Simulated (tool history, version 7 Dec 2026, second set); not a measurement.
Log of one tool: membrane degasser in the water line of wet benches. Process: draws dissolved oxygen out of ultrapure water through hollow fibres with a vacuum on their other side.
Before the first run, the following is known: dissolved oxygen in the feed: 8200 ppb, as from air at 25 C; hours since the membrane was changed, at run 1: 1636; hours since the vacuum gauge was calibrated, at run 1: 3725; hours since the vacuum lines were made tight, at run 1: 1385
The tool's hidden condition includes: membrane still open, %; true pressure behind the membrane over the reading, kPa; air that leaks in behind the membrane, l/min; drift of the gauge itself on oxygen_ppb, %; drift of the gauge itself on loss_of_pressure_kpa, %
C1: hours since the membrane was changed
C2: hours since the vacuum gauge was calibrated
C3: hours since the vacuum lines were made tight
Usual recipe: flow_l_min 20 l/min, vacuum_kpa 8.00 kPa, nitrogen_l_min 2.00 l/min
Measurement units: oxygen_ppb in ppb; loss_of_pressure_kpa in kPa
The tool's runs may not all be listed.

run 1 hour=0.0 | flow_l_min=20 vacuum_kpa=8.00 nitrogen_l_min=2.00 | C1=1636 C2=3725 C3=1385 | oxygen_ppb=143.1 loss_of_pressure_kpa=44.58
run 2 hour=60.8 | flow_l_min=20 vacuum_kpa=8.00 nitrogen_l_min=2.00 | C1=1697 C2=3785 C3=1446 | oxygen_ppb=141.4 loss_of_pressure_kpa=44.68
run 3 hour=132.3 | flow_l_min=20 vacuum_kpa=8.00 nitrogen_l_min=1.51 | C1=1768 C2=3857 C3=1517 | oxygen_ppb=174.4 loss_of_pressure_kpa=44.61
run 4 hour=216.9 | flow_l_min=20 vacuum_kpa=8.00 nitrogen_l_min=1.51 | C1=1853 C2=3942 C3=1602 | oxygen_ppb=173.5 loss_of_pressure_kpa=44.74
run 5 hour=335.2 | flow_l_min=20 vacuum_kpa=8.00 nitrogen_l_min=1.51 | C1=1971 C2=4060 C3=1720 | oxygen_ppb=176.7 loss_of_pressure_kpa=44.81
run 6 hour=472.8 | flow_l_min=20 vacuum_kpa=8.00 nitrogen_l_min=2.00 | C1=2109 C2=4197 C3=1858 | oxygen_ppb=142.5 loss_of_pressure_kpa=44.75
run 7 hour=576.3 | flow_l_min=20 vacuum_kpa=8.00 nitrogen_l_min=4.97 | C1=2212 C2=4301 C3=1961 | oxygen_ppb=73.8 loss_of_pressure_kpa=44.97
run 8 hour=660.8 | flow_l_min=20 vacuum_kpa=8.00 nitrogen_l_min=4.97 | C1=2297 C2=4385 C3=2046 | oxygen_ppb=73.9 loss_of_pressure_kpa=44.94
run 9 hour=799.5 | flow_l_min=20 vacuum_kpa=8.00 nitrogen_l_min=4.97 | C1=2435 C2=4524 C3=2185 | oxygen_ppb=75.4 loss_of_pressure_kpa=45.36
run 10 hour=869.8 | flow_l_min=20 vacuum_kpa=8.00 nitrogen_l_min=4.97 | C1=2506 C2=4594 C3=2255 | oxygen_ppb=74.7 loss_of_pressure_kpa=44.77
run 11 hour=962.2 | flow_l_min=20 vacuum_kpa=8.00 nitrogen_l_min=2.00 | C1=2598 C2=4687 C3=2347 | oxygen_ppb=143.7 loss_of_pressure_kpa=44.41
run 12 hour=1081.3 | flow_l_min=20 vacuum_kpa=8.00 nitrogen_l_min=2.00 | C1=2717 C2=4806 C3=2466 | oxygen_ppb=143.8 loss_of_pressure_kpa=44.76
run 13 hour=1157.5 | flow_l_min=20 vacuum_kpa=8.00 nitrogen_l_min=4.72 | C1=2793 C2=4882 C3=2543 | oxygen_ppb=78.2 loss_of_pressure_kpa=44.45
-- hour=1166.9 vacuum gauge calibrated
run 14 hour=1252.3 | flow_l_min=20 vacuum_kpa=8.00 nitrogen_l_min=2.45 | C1=2888 C2=85 C3=2637 | oxygen_ppb=125.1 loss_of_pressure_kpa=44.90
run 15 hour=1343.4 | flow_l_min=20 vacuum_kpa=14.62 nitrogen_l_min=2.00 | C1=2979 C2=177 C3=2728 | oxygen_ppb=292.3 loss_of_pressure_kpa=44.89
run 16 hour=1483.7 | flow_l_min=14 vacuum_kpa=8.00 nitrogen_l_min=2.00 | C1=3119 C2=317 C3=2868 | oxygen_ppb=96.8 loss_of_pressure_kpa=31.03
run 17 hour=1603.4 | flow_l_min=14 vacuum_kpa=8.00 nitrogen_l_min=3.23 | C1=3239 C2=437 C3=2988 | oxygen_ppb=64.1 loss_of_pressure_kpa=31.71
run 18 hour=1711.5 | flow_l_min=20 vacuum_kpa=8.00 nitrogen_l_min=1.14 | C1=3347 C2=545 C3=3096 | oxygen_ppb=225.3 loss_of_pressure_kpa=45.02
-- hour=1816.1 vacuum gauge calibrated, once more
run 19 hour=1820.2 | flow_l_min=20 vacuum_kpa=8.00 nitrogen_l_min=1.14 | C1=3455 C2=4 C3=3204 | oxygen_ppb=210.7 loss_of_pressure_kpa=44.92
run 20 hour=1928.9 | flow_l_min=20 vacuum_kpa=14.00 nitrogen_l_min=1.13 | C1=3564 C2=113 C3=3313 | oxygen_ppb=437.8 loss_of_pressure_kpa=45.12
run 21 hour=2060.4 | flow_l_min=20 vacuum_kpa=6.02 nitrogen_l_min=1.88 | C1=3695 C2=244 C3=3445 | oxygen_ppb=97.4 loss_of_pressure_kpa=45.07
run 22 hour=2146.6 | flow_l_min=27 vacuum_kpa=8.45 nitrogen_l_min=4.66 | C1=3781 C2=330 C3=3531 | oxygen_ppb=124.2 loss_of_pressure_kpa=60.88
run 23 hour=2241.3 | flow_l_min=28 vacuum_kpa=5.77 nitrogen_l_min=1.42 | C1=3876 C2=425 C3=3625 | oxygen_ppb=171.5 loss_of_pressure_kpa=63.19
run 24 hour=2363.8 | flow_l_min=28 vacuum_kpa=11.74 nitrogen_l_min=4.91 | C1=3999 C2=548 C3=3748 | oxygen_ppb=169.7 loss_of_pressure_kpa=63.28
run 25 hour=2442.1 | flow_l_min=24 vacuum_kpa=4.83 nitrogen_l_min=0.85 | C1=4077 C2=626 C3=3826 | oxygen_ppb=139.5 loss_of_pressure_kpa=53.95
run 26 hour=2583.7 | flow_l_min=20 vacuum_kpa=8.00 nitrogen_l_min=1.18 | C1=4218 C2=768 C3=3968 | oxygen_ppb=208.9 loss_of_pressure_kpa=45.20
run 27 hour=2657.1 | flow_l_min=26 vacuum_kpa=8.00 nitrogen_l_min=1.18 | C1=4292 C2=841 C3=4041 | oxygen_ppb=277.5 loss_of_pressure_kpa=58.99
run 28 hour=2764.6 | flow_l_min=19 vacuum_kpa=6.67 nitrogen_l_min=2.82 | C1=4399 C2=948 C3=4149 | oxygen_ppb=81.5 loss_of_pressure_kpa=42.94
run 29 hour=2893.9 | flow_l_min=19 vacuum_kpa=6.67 nitrogen_l_min=2.82 | C1=4529 C2=1078 C3=4278 | oxygen_ppb=80.4 loss_of_pressure_kpa=42.77
run 30 hour=2963.1 | flow_l_min=19 vacuum_kpa=6.67 nitrogen_l_min=2.82 | C1=4598 C2=1147 C3=4347 | oxygen_ppb=82.2 loss_of_pressure_kpa=43.03
run 31 hour=3028.7 | flow_l_min=19 vacuum_kpa=6.67 nitrogen_l_min=2.82 | C1=4663 C2=1213 C3=4413 | oxygen_ppb=80.8 loss_of_pressure_kpa=43.18
run 32 hour=3124.1 | flow_l_min=20 vacuum_kpa=13.36 nitrogen_l_min=3.48 | C1=4759 C2=1308 C3=4508 | oxygen_ppb=167.9 loss_of_pressure_kpa=45.22

What would each run have given without the hidden state, its run-to-run variation left as it was?
run=1 oxygen_ppb=137.3 loss_of_pressure_kpa=44.21
run=2 oxygen_ppb=135.5 loss_of_pressure_kpa=44.30
run=3 oxygen_ppb=167.1 loss_of_pressure_kpa=44.21
run=4 oxygen_ppb=166.0 loss_of_pressure_kpa=44.32
run=5 oxygen_ppb=168.8 loss_of_pressure_kpa=44.36
run=6 oxygen_ppb=135.7 loss_of_pressure_kpa=44.27
run=7 oxygen_ppb=69.9 loss_of_pressure_kpa=44.47
run=8 oxygen_ppb=69.8 loss_of_pressure_kpa=44.42
run=9 oxygen_ppb=71.1 loss_of_pressure_kpa=44.80
run=10 oxygen_ppb=70.3 loss_of_pressure_kpa=44.20
run=11 oxygen_ppb=135.7 loss_of_pressure_kpa=43.82
run=12 oxygen_ppb=135.5 loss_of_pressure_kpa=44.14
run=13 oxygen_ppb=73.3 loss_of_pressure_kpa=43.82
run=14 oxygen_ppb=116.7 loss_of_pressure_kpa=44.25
run=15 oxygen_ppb=281.8 loss_of_pressure_kpa=44.21
run=16 oxygen_ppb=89.7 loss_of_pressure_kpa=30.54
run=17 oxygen_ppb=59.1 loss_of_pressure_kpa=31.19
run=18 oxygen_ppb=209.9 loss_of_pressure_kpa=44.26
run=19 oxygen_ppb=207.2 loss_of_pressure_kpa=44.14
run=20 oxygen_ppb=432.4 loss_of_pressure_kpa=44.31
run=21 oxygen_ppb=93.8 loss_of_pressure_kpa=44.23
run=22 oxygen_ppb=118.7 loss_of_pressure_kpa=59.73
run=23 oxygen_ppb=164.8 loss_of_pressure_kpa=61.95
run=24 oxygen_ppb=163.1 loss_of_pressure_kpa=62.00
run=25 oxygen_ppb=133.3 loss_of_pressure_kpa=52.84
run=26 oxygen_ppb=203.1 loss_of_pressure_kpa=44.23
run=27 oxygen_ppb=269.5 loss_of_pressure_kpa=57.70
run=28 oxygen_ppb=77.0 loss_of_pressure_kpa=41.99
run=29 oxygen_ppb=75.8 loss_of_pressure_kpa=41.79
run=30 oxygen_ppb=77.3 loss_of_pressure_kpa=42.03
run=31 oxygen_ppb=76.0 loss_of_pressure_kpa=42.17
run=32 oxygen_ppb=161.5 loss_of_pressure_kpa=44.12

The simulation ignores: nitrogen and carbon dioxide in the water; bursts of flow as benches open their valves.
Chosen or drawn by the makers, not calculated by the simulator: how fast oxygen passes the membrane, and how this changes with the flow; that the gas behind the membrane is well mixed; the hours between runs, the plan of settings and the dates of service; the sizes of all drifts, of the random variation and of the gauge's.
